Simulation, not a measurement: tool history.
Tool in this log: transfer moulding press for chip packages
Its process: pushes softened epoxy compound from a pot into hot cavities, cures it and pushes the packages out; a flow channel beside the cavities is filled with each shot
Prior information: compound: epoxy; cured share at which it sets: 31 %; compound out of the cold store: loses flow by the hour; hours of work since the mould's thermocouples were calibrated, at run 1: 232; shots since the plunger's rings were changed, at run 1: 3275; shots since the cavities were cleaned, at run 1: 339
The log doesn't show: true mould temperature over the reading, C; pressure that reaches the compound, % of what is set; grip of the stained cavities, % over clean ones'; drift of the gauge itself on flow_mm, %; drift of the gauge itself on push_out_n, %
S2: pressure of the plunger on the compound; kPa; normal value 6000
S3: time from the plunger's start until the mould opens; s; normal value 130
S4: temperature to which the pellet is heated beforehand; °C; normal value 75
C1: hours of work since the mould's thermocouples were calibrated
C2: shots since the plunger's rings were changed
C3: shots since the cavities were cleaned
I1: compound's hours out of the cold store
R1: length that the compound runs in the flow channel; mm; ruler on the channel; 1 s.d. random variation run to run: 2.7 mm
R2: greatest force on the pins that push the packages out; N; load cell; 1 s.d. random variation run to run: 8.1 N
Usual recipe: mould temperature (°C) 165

Run 1, hour 0: usual settings; C1 232; C2 3275; C3 339; I1 37.4. Result: R1 490 mm, R2 346 N.
At hour 10.4: cavities cleaned with cleaning compound and waxed.
Run 2, hour 10.4: usual settings; C1 238; C2 3367; C3 0; I1 36.5. Result: R1 497 mm, R2 358 N.
Run 3, hour 20.5: usual settings; C1 244; C2 3471; C3 104; I1 14.3. Result: R1 530 mm, R2 364 N.
Run 4, hour 31: usual settings but mould temperature (°C) 170; C1 251; C2 3578; C3 211; I1 14. Result: R1 519 mm, R2 336 N.
Run 5, hour 36.9: usual settings but mould temperature (°C) 170; C1 255; C2 3640; C3 273; I1 42.8. Result: R1 474 mm, R2 329 N.
Run 6, hour 46.8: usual settings but mould temperature (°C) 170; C1 262; C2 3740; C3 373; I1 42.7. Result: R1 477 mm, R2 326 N.
At hour 54: cavities cleaned with cleaning compound and waxed.
Run 7, hour 54.2: usual settings but mould temperature (°C) 170; C1 266; C2 3801; C3 1; I1 20.3. Result: R1 502 mm, R2 318 N.
Run 8, hour 61.6: usual settings but mould temperature (°C) 170, S2 4530 kPa; C1 270; C2 3877; C3 77; I1 30. Result: R1 428 mm, R2 333 N.
Run 9, hour 71: usual settings but mould temperature (°C) 170, S2 4530 kPa; C1 277; C2 3975; C3 175; I1 28.9. Result: R1 430 mm, R2 328 N.
Run 10, hour 77.8: usual settings but mould temperature (°C) 170, S2 4530 kPa; C1 281; C2 4044; C3 244; I1 41. Result: R1 413 mm, R2 326 N.
Run 11, hour 83.4: usual settings but mould temperature (°C) 170, S2 4530 kPa; C1 285; C2 4102; C3 302; I1 32.5. Result: R1 419 mm, R2 335 N.
Run 12, hour 89: usual settings but S2 5150 kPa; C1 289; C2 4159; C3 359; I1 41.6. Result: R1 447 mm, R2 350 N.
At hour 97.8: cavities cleaned with cleaning compound and waxed.
Run 13, hour 99.8: usual settings but S2 5150 kPa; C1 295; C2 4255; C3 21; I1 12.4. Result: R1 497 mm, R2 370 N.
Run 14, hour 106.8: usual settings but S2 4810 kPa; C1 299; C2 4327; C3 93; I1 26.9. Result: R1 455 mm, R2 361 N.
Run 15, hour 118.4: usual settings but S4 84 °C; C1 307; C2 4446; C3 212; I1 25.7. Result: R1 508 mm, R2 356 N.
Run 16, hour 129.8: usual settings but S2 5670 kPa, S3 164 s; C1 315; C2 4564; C3 330; I1 47.5. Result: R1 466 mm, R2 333 N.
Run 17, hour 135.3: usual settings but S2 5670 kPa, S3 164 s; C1 318; C2 4620; C3 386; I1 37. Result: R1 478 mm, R2 333 N.
At hour 141.7: cavities cleaned with cleaning compound and waxed.
Run 18, hour 143.9: usual settings but mould temperature (°C) 162, S2 4660 kPa, S3 164 s, S4 70 °C; C1 323; C2 4693; C3 23; I1 36.6. Result: R1 440 mm, R2 340 N.
Run 19, hour 154.7: usual settings but mould temperature (°C) 162, S2 4660 kPa, S3 164 s, S4 70 °C; C1 330; C2 4804; C3 134; I1 25.9. Result: R1 458 mm, R2 348 N.
Run 20, hour 163.9: usual settings but mould temperature (°C) 170, S2 6080 kPa, S3 138 s, S4 80 °C; C1 336; C2 4898; C3 228; I1 41.3. Result: R1 485 mm, R2 335 N.
Run 21, hour 170.9: usual settings but S2 4550 kPa, S3 114 s; C1 341; C2 4970; C3 300; I1 9.5. Result: R1 460 mm, R2 448 N.
Run 22, hour 178.7: usual settings but S2 4550 kPa, S3 114 s; C1 346; C2 5050; C3 380; I1 38.7. Result: R1 427 mm, R2 409 N.
At hour 185.3: cavities cleaned with cleaning compound and waxed.
Run 23, hour 189: usual settings but mould temperature (°C) 168, S2 7340 kPa, S3 126 s; C1 352; C2 5141; C3 39; I1 25. Result: R1 559 mm, R2 334 N.
Run 24, hour 197.9: usual settings but mould temperature (°C) 168, S2 7340 kPa, S3 126 s; C1 358; C2 5232; C3 130; I1 31. Result: R1 545 mm, R2 346 N.
Run 25, hour 207.2: usual settings but mould temperature (°C) 160, S2 5810 kPa, S4 71 °C; C1 364; C2 5328; C3 226; I1 15.4. Result: R1 539 mm, R2 481 N.
Run 26, hour 216.3: usual settings but mould temperature (°C) 160, S2 5810 kPa, S4 67 °C; C1 370; C2 5421; C3 319; I1 22.1. Result: R1 523 mm, R2 492 N.
Run 27, hour 223: usual settings but mould temperature (°C) 160, S2 5810 kPa, S4 67 °C; C1 374; C2 5490; C3 388; I1 10.2. Result: R1 545 mm, R2 526 N.
At hour 228.5: cavities cleaned with cleaning compound and waxed.
Run 28, hour 234.4: usual settings but mould temperature (°C) 160, S2 5810 kPa, S4 67 °C; C1 381; C2 5592; C3 61; I1 41.4. Result: R1 491 mm, R2 466 N.
Run 29, hour 242.9: usual settings but mould temperature (°C) 167, S2 5560 kPa, S3 125 s, S4 76 °C; C1 387; C2 5680; C3 149; I1 33.2. Result: R1 475 mm, R2 343 N.

What if the next run were any one of these 4? Each begins from the tool's condition after run 29:
Run A, hour 252.2: usual settings but mould temperature (°C) 159, S2 6500 kPa, S3 119 s, S4 76 °C; C1 393; C2 5775; C3 244; I1 12.9. Result: R1 ?, R2 ?.
Run B, hour 252.2: usual settings but S4 80 °C; C1 393; C2 5775; C3 244; I1 46.7. Result: R1 ?, R2 ?.
Run C, hour 252.2: usual settings but mould temperature (°C) 164, S3 136 s, S4 85 °C; C1 393; C2 5775; C3 244; I1 37. Result: R1 ?, R2 ?.
Run D, hour 252.2: usual settings but S2 7320 kPa; C1 393; C2 5775; C3 244; I1 45.8. Result: R1 ?, R2 ?.

run   R1   R2
  A  570  657
  B  475  365
  C  499  342
  D  525  344
The same runs, with their run-to-run variation unchanged, on a tool lacking any hidden condition would have given:
run   R1   R2
  A  571  649
  B  476  361
  C  500  338
  D  526  341
